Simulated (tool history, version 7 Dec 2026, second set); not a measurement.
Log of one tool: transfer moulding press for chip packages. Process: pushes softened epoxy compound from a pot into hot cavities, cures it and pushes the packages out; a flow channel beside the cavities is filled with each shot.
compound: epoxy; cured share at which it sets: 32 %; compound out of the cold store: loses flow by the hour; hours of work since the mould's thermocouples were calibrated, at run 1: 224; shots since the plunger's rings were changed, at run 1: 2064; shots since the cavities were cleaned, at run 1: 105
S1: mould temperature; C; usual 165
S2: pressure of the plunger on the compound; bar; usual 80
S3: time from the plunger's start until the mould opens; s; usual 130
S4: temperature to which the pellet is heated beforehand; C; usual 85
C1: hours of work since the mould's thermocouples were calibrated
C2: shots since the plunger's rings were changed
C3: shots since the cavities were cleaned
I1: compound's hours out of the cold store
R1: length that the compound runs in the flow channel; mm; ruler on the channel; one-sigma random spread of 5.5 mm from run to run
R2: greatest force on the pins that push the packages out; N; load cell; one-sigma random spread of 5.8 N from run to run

| run | hour | S1 | S2 | S3 | S4 | C1 | C2 | C3 | I1 | R1 | R2 |
|---|---|---|---|---|---|---|---|---|---|---|---|
| 1 | 0 | 165 | 80 | 130 | 85 | 224 | 2064 | 105 | 17.6 | 549 | 223 |
| 2 | 19.6 | 165 | 80 | 130 | 85 | 239 | 2258 | 299 | 21.8 | 539 | 272 |
| 3 | 39.6 | 165 | 80 | 111 | 85 | 253 | 2456 | 497 | 31.5 | 525 | 353 |
|  | 69.1 | cavities cleaned with cleaning compound and waxed |
| 4 | 69.2 | 165 | 80 | 111 | 85 | 273 | 2734 | 0 | 29.4 | 525 | 259 |
| 5 | 82 | 165 | 80 | 130 | 85 | 282 | 2861 | 127 | 31.3 | 515 | 245 |
| 6 | 104.4 | 165 | 80 | 130 | 85 | 299 | 3083 | 349 | 12.5 | 544 | 275 |
|  | 121.1 | mould's thermocouples calibrated |
| 7 | 134.5 | 165 | 80 | 130 | 85 | 10 | 3361 | 627 | 33.1 | 513 | 302 |
|  | 150.3 | cavities cleaned with cleaning compound and waxed |
| 8 | 150.4 | 165 | 80 | 130 | 85 | 20 | 3504 | 1 | 41.9 | 490 | 206 |
| 9 | 168.4 | 165 | 80 | 130 | 85 | 33 | 3681 | 178 | 13.5 | 534 | 251 |
| 10 | 181.8 | 165 | 80 | 130 | 85 | 43 | 3814 | 311 | 12.6 | 540 | 263 |
| 11 | 207.2 | 165 | 80 | 130 | 85 | 61 | 4065 | 562 | 33.9 | 509 | 308 |
|  | 231.4 | cavities cleaned with cleaning compound and waxed |
| 12 | 234.1 | 165 | 80 | 130 | 85 | 79 | 4317 | 27 | 20.8 | 511 | 217 |
| 13 | 248.6 | 165 | 80 | 130 | 85 | 90 | 4461 | 171 | 37.8 | 487 | 230 |
| 14 | 271.9 | 165 | 80 | 130 | 85 | 106 | 4692 | 402 | 31.4 | 501 | 280 |
|  | 291.8 | mould's thermocouples calibrated, once more |
| 15 | 292.5 | 165 | 80 | 130 | 85 | 1 | 4876 | 586 | 28.6 | 507 | 299 |
|  | 314 | cavities cleaned with cleaning compound and waxed |
| 16 | 314.2 | 163 | 82.9 | 133 | 76 | 15 | 5076 | 2 | 34.3 | 512 | 216 |
|  | 346.7 | plunger's sealing rings changed |
| 17 | 346.8 | 163 | 82.9 | 133 | 76 | 37 | 1 | 300 | 32 | 584 | 267 |
| 18 | 373.3 | 165 | 68.7 | 130 | 88 | 56 | 263 | 562 | 32 | 509 | 307 |
|  | 396.9 | cavities cleaned with cleaning compound and waxed |
| 19 | 398.6 | 161 | 75.1 | 158 | 88 | 73 | 498 | 17 | 35.8 | 543 | 214 |
| 20 | 414.8 | 165 | 80 | 141 | 93 | 85 | 659 | 178 | 29.2 | 547 | 224 |
| 21 | 433.8 | 166 | 71.7 | 131 | 83 | 98 | 847 | 366 | 24.9 | 533 | 267 |
| 22 | 454.2 | 164 | 61.1 | 128 | 76 | 113 | 1049 | 568 | 47 | 470 | 325 |
|  | 476 | cavities cleaned with cleaning compound and waxed |
| 23 | 486.4 | 165 | 80 | 123 | 85 | 135 | 1352 | 102 | 21.2 | 557 | 246 |
| 24 | 499.7 | 165 | 85.5 | 131 | 85 | 145 | 1484 | 234 | 42.3 | 544 | 261 |
| 25 | 519.8 | 165 | 85.5 | 116 | 83 | 159 | 1683 | 433 | 23.8 | 568 | 331 |
| 26 | 541 | 165 | 69.4 | 139 | 85 | 174 | 1894 | 644 | 14.1 | 521 | 291 |
|  | 556.2 | cavities cleaned with cleaning compound and waxed |
| 27 | 574 | 165 | 99.9 | 130 | 94 | 197 | 2206 | 177 | 21.2 | 604 | 250 |

How would selected steps in R1 from run to run divide? Give the signed amount a tool lacking its hidden state would still show from settings, what came in and random variation, and the signed amount left for the hidden state, including any gauge scatter that is not in both of the compared results.
Hidden state present: true mould temperature over the reading, C; pressure that reaches the compound, % of what is set; grip of the stained cavities, % over clean ones'; drift of the gauge itself on flow_mm, %; drift of the gauge itself on push_out_n, %.
Run 16 -> 17: plunger's sealing rings changed. R1 +72 mm: hidden state +63, all else +9.
Run 22 -> 23: S1 164 -> 165, S2 61.1 -> 80, S3 128 -> 123, S4 76 -> 85, cavities cleaned with cleaning compound and waxed. R1 +87 mm: hidden state -5, all else +92.
Run 26 -> 27: S2 69.4 -> 99.9, S3 139 -> 130, S4 85 -> 94, cavities cleaned with cleaning compound and waxed. R1 +83 mm: hidden state -7, all else +90.

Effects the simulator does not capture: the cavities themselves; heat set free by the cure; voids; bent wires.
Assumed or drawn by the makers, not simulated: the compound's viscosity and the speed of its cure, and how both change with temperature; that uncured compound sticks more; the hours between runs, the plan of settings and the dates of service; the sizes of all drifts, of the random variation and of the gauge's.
